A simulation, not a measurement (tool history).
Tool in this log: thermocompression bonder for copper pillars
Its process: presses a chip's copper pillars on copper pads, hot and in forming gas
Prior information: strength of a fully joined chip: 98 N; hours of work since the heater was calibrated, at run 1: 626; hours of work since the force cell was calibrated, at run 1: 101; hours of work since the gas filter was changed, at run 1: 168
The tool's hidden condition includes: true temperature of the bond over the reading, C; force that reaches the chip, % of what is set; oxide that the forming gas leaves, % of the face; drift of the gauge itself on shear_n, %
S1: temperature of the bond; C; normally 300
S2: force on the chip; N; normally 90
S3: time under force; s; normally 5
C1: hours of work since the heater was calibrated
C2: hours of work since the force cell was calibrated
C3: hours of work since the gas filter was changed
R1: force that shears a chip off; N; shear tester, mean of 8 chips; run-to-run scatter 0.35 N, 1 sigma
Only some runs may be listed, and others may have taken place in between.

| run | hour | S1 | S2 | S3 | C1 | C2 | C3 | R1 |
|---|---|---|---|---|---|---|---|---|
| 1 | 0 | 300 | 90 | 5 | 626 | 101 | 168 | 60.7 |
| 2 | 27.3 | 300 | 90 | 5 | 647 | 122 | 189 | 60.6 |
| 3 | 60.5 | 300 | 90 | 5 | 672 | 146 | 214 | 60.3 |
| 4 | 76.9 | 300 | 67 | 5 | 684 | 159 | 226 | 51.2 |
| 5 | 104.6 | 300 | 55 | 5 | 705 | 179 | 247 | 45.6 |
| 6 | 120.6 | 300 | 55 | 5 | 717 | 191 | 259 | 45.7 |
|  | 136.4 | forming gas filter changed |
| 7 | 145.8 | 300 | 55 | 5 | 735 | 210 | 7 | 45.9 |
| 8 | 166.9 | 300 | 55 | 5 | 751 | 226 | 23 | 45.5 |
| 9 | 195.4 | 300 | 55 | 5 | 772 | 247 | 44 | 45.3 |
| 10 | 221.4 | 300 | 55 | 5 | 792 | 267 | 64 | 45.5 |
| 11 | 246 | 300 | 55 | 5 | 810 | 285 | 82 | 45 |
| 12 | 277.3 | 300 | 55 | 5 | 834 | 308 | 106 | 44.9 |
| 13 | 315.1 | 300 | 90 | 5 | 862 | 337 | 134 | 59.4 |
|  | 344.4 | gauge calibrated |
| 14 | 350.9 | 300 | 90 | 5 | 889 | 364 | 161 | 61.5 |
| 15 | 386 | 322 | 90 | 5 | 915 | 390 | 187 | 75.2 |
| 16 | 403 | 322 | 90 | 5 | 928 | 403 | 200 | 75.1 |
| 17 | 439 | 322 | 90 | 5 | 955 | 430 | 227 | 74.2 |
| 18 | 461.7 | 300 | 90 | 13 | 972 | 447 | 244 | 76.9 |
| 19 | 487 | 300 | 90 | 13 | 991 | 465 | 263 | 76.1 |
|  | 497.1 | forming gas filter changed |
| 20 | 517.7 | 300 | 90 | 13 | 1013 | 488 | 15 | 76.6 |
| 21 | 549.4 | 300 | 90 | 13 | 1037 | 512 | 39 | 76.3 |
| 22 | 571.9 | 300 | 73 | 3 | 1054 | 529 | 56 | 45.2 |
| 23 | 601.4 | 292 | 66 | 15 | 1076 | 551 | 78 | 63.8 |
| 24 | 627 | 292 | 66 | 15 | 1095 | 570 | 97 | 64.1 |
| 25 | 662.1 | 311 | 96 | 5 | 1122 | 596 | 124 | 68.3 |
| 26 | 699.7 | 317 | 72 | 5 | 1150 | 624 | 152 | 63.3 |
| 27 | 732.5 | 300 | 89 | 5 | 1174 | 649 | 176 | 58.5 |
| 28 | 750.3 | 300 | 129 | 5 | 1188 | 662 | 190 | 69.3 |
| 29 | 786.9 | 300 | 62 | 5 | 1215 | 690 | 217 | 48.1 |
| 30 | 815.4 | 297 | 62 | 4 | 1236 | 711 | 238 | 42.3 |
| 31 | 846.2 | 297 | 62 | 4 | 1259 | 734 | 261 | 42.5 |
|  | 858.7 | forming gas filter changed |
| 32 | 881.2 | 297 | 62 | 4 | 1285 | 760 | 17 | 42.1 |
| 33 | 907 | 277 | 110 | 3 | 1305 | 779 | 36 | 40.2 |
| 34 | 924.5 | 298 | 84 | 6 | 1318 | 792 | 49 | 57.8 |
| 35 | 961.2 | 315 | 84 | 5 | 1345 | 820 | 77 | 64.7 |
| 36 | 996.5 | 290 | 84 | 5 | 1372 | 846 | 103 | 49.1 |
| 37 | 1020.6 | 290 | 84 | 5 | 1390 | 864 | 121 | 49.4 |
| 38 | 1047.5 | 290 | 84 | 5 | 1410 | 884 | 141 | 49 |
| 39 | 1065.3 | 308 | 84 | 5 | 1423 | 898 | 155 | 59.9 |

Difference, measured minus no-hidden-state, one row per run. Run-to-run variation is common to both terms; the gauge's own scatter need not be:
| run | R1 |
|---|---|
| 1 | -0.1 |
| 2 | -0.3 |
| 3 | -0.5 |
| 4 | -0.5 |
| 5 | -0.6 |
| 6 | -0.7 |
| 7 | -0.7 |
| 8 | -0.8 |
| 9 | -0.9 |
| 10 | -0.9 |
| 11 | -1.1 |
| 12 | -1.3 |
| 13 | -1.8 |
| 14 | -0.2 |
| 15 | -0.5 |
| 16 | -0.6 |
| 17 | -0.8 |
| 18 | -1.1 |
| 19 | -1.2 |
| 20 | -1.3 |
| 21 | -1.5 |
| 22 | -1 |
| 23 | -1.7 |
| 24 | -1.8 |
| 25 | -2.1 |
| 26 | -2.2 |
| 27 | -2.3 |
| 28 | -2.7 |
| 29 | -2.1 |
| 30 | -2 |
| 31 | -2.2 |
| 32 | -2.2 |
| 33 | -2.2 |
| 34 | -3.1 |
| 35 | -3.8 |
| 36 | -3.1 |
| 37 | -3.2 |
| 38 | -3.3 |
| 39 | -4.1 |
